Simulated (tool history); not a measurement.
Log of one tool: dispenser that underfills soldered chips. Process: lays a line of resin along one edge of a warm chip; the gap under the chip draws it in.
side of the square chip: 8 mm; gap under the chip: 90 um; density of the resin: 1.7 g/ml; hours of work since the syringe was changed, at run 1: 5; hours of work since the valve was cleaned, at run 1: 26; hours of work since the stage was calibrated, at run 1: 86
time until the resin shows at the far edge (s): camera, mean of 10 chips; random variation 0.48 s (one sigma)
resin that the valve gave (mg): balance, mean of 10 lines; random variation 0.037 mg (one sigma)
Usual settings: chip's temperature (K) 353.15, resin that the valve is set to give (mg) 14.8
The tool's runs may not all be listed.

run,day,chip's temperature (K),resin that the valve is set to give (mg),hours of work since the syringe was changed,hours of work since the valve was cleaned,hours of work since the stage was calibrated,time until the resin shows at the far edge (s),resin that the valve gave (mg)
1,0.000,353.15,14.8,5,26,86,56.4,14.47
2,0.133,353.15,14.8,7,28,88,68.3,14.56
3,0.262,353.15,14.8,9,30,90,82.0,14.49
# day 0.379: new syringe of resin
4,0.450,353.15,14.8,1,33,93,41.4,14.43
5,0.612,353.15,14.8,4,36,96,53.3,14.41
6,0.704,353.15,14.8,6,38,98,61.0,14.41
7,0.842,353.15,14.8,8,40,100,74.9,14.47
# day 1.012: new syringe of resin
8,1.012,353.15,13.0,0,43,103,39.1,12.60
9,1.146,353.15,13.0,2,45,105,47.8,12.59
# day 1.346: dispensing valve cleaned and set on the balance
10,1.379,353.15,13.0,6,1,108,63.4,12.95
11,1.562,353.15,13.0,9,4,111,81.8,12.84
12,1.654,353.15,14.8,10,5,113,91.4,14.73
# day 1.692: new syringe of resin
13,1.771,353.15,14.8,1,7,115,41.2,14.72
14,1.954,353.15,14.1,4,10,118,55.6,13.99
15,2.138,353.15,14.8,8,13,121,73.4,14.56
16,2.250,353.15,14.8,10,15,123,84.1,14.61
# day 2.333: new syringe of resin
17,2.442,353.15,14.8,2,18,126,43.8,14.54
18,2.529,353.15,14.8,3,20,127,51.4,14.59
19,2.658,353.15,14.8,6,22,130,62.3,14.52
20,2.775,353.15,14.8,8,24,132,73.0,14.55
21,2.912,364.15,16.5,10,26,134,60.4,16.17
# day 2.971: new syringe of resin
22,3.112,353.15,15.2,2,30,137,46.7,14.83
23,3.217,341.15,12.7,4,31,139,88.0,12.34
24,3.375,353.15,15.2,7,34,142,67.3,14.77
25,3.458,343.15,18.1,8,35,143,109.9,17.63
# day 3.604: new syringe of resin
26,3.604,343.15,18.1,0,38,145,54.7,17.57
27,3.779,343.15,18.1,3,41,148,70.3,17.54
28,3.888,343.15,18.1,5,43,150,82.2,17.41
29,4.004,345.15,13.7,7,45,152,94.8,13.22
30,4.112,350.15,14.7,9,46,154,88.4,14.18
# day 4.233: dispensing valve cleaned and set on the balance
31,4.238,357.15,14.8,10,0,156,78.6,14.78
# day 4.283: new syringe of resin
32,4.362,347.15,14.5,1,2,157,52.1,14.50
33,4.488,347.15,14.5,4,4,160,62.9,14.45
34,4.646,347.15,14.5,6,7,162,80.3,14.37
35,4.804,347.15,14.5,9,10,165,101.7,14.46
# day 4.917: new syringe of resin
36,4.929,355.15,18.8,0,11,167,34.1,18.62

Hidden state at the last listed run before each entry between runs and at the first one after, where it differs:
Between runs 3 and 4: new syringe of resin (day 0.379)
  resin's viscosity, % of fresh resin's: 219.3 -> 110.9; dose that the valve gives, % of what is set: 97.77 -> 97.55; true chip temperature over the reading, C: -0.31 -> -0.33
  measured less the result without the state, time until the resin shows at the far edge (s): +45.1 -> +4.7; resin that the valve gave (mg): -0.33 -> -0.37
Between runs 7 and 8: new syringe of resin (day 1.012)
  resin's viscosity, % of fresh resin's: 197.7 -> 101; dose that the valve gives, % of what is set: 97.07 -> 96.89; true chip temperature over the reading, C: -0.37 -> -0.38
  measured less the result without the state, time until the resin shows at the far edge (s): +37.6 -> +1.3; resin that the valve gave (mg): -0.43 -> -0.41
Between runs 9 and 10: dispensing valve cleaned and set on the balance (day 1.346)
  resin's viscosity, % of fresh resin's: 123.3 -> 163.1; dose that the valve gives, % of what is set: 96.73 -> 99.74; true chip temperature over the reading, C: -0.39 -> -0.41
  measured less the result without the state, time until the resin shows at the far edge (s): +10.0 -> +25.0; resin that the valve gave (mg): -0.43 -> -0.04
Between runs 12 and 13: new syringe of resin (day 1.692)
  resin's viscosity, % of fresh resin's: 244.3 -> 111.6; dose that the valve gives, % of what is set: 99.41 -> 99.29; true chip temperature over the reading, C: -0.44 -> -0.45
  measured less the result without the state, time until the resin shows at the far edge (s): +54.4 -> +4.9; resin that the valve gave (mg): -0.09 -> -0.11
Between runs 16 and 17: new syringe of resin (day 2.333)
  resin's viscosity, % of fresh resin's: 226.7 -> 118.8; dose that the valve gives, % of what is set: 98.68 -> 98.44; true chip temperature over the reading, C: -0.49 -> -0.51
  measured less the result without the state, time until the resin shows at the far edge (s): +47.6 -> +7.6; resin that the valve gave (mg): -0.19 -> -0.23
Between runs 21 and 22: new syringe of resin (day 2.971)
  resin's viscosity, % of fresh resin's: 237.1 -> 123.5; dose that the valve gives, % of what is set: 97.86 -> 97.64; true chip temperature over the reading, C: -0.55 -> -0.57
  measured less the result without the state, time until the resin shows at the far edge (s): +35.4 -> +9.7; resin that the valve gave (mg): -0.36 -> -0.36
Between runs 25 and 26: new syringe of resin (day 3.604)
  resin's viscosity, % of fresh resin's: 206 -> 101; dose that the valve gives, % of what is set: 97.24 -> 97.07; true chip temperature over the reading, C: -0.6 -> -0.62
  measured less the result without the state, time until the resin shows at the far edge (s): +57.8 -> +1.9; resin that the valve gave (mg): -0.51 -> -0.53
Between runs 30 and 31: dispensing valve cleaned and set on the balance (day 4.233)
  resin's viscosity, % of fresh resin's: 213.3 -> 240.5; dose that the valve gives, % of what is set: 96.46 -> 99.96; true chip temperature over the reading, C: -0.66 -> -0.67
  measured less the result without the state, time until the resin shows at the far edge (s): +48.0 -> +46.7; resin that the valve gave (mg): -0.52 -> -0.01
Between runs 31 and 32: new syringe of resin (day 4.283)
  resin's viscosity, % of fresh resin's: 240.5 -> 111.5; dose that the valve gives, % of what is set: 99.96 -> 99.82; true chip temperature over the reading, C: -0.67 -> -0.68
  measured less the result without the state, time until the resin shows at the far edge (s): +46.7 -> +6.5; resin that the valve gave (mg): -0.01 -> -0.02
Between runs 35 and 36: new syringe of resin (day 4.917)
  resin's viscosity, % of fresh resin's: 213.8 -> 100; dose that the valve gives, % of what is set: 99.25 -> 99.1; true chip temperature over the reading, C: -0.72 -> -0.74
  measured less the result without the state, time until the resin shows at the far edge (s): +55.6 -> +0.9; resin that the valve gave (mg): -0.11 -> -0.16
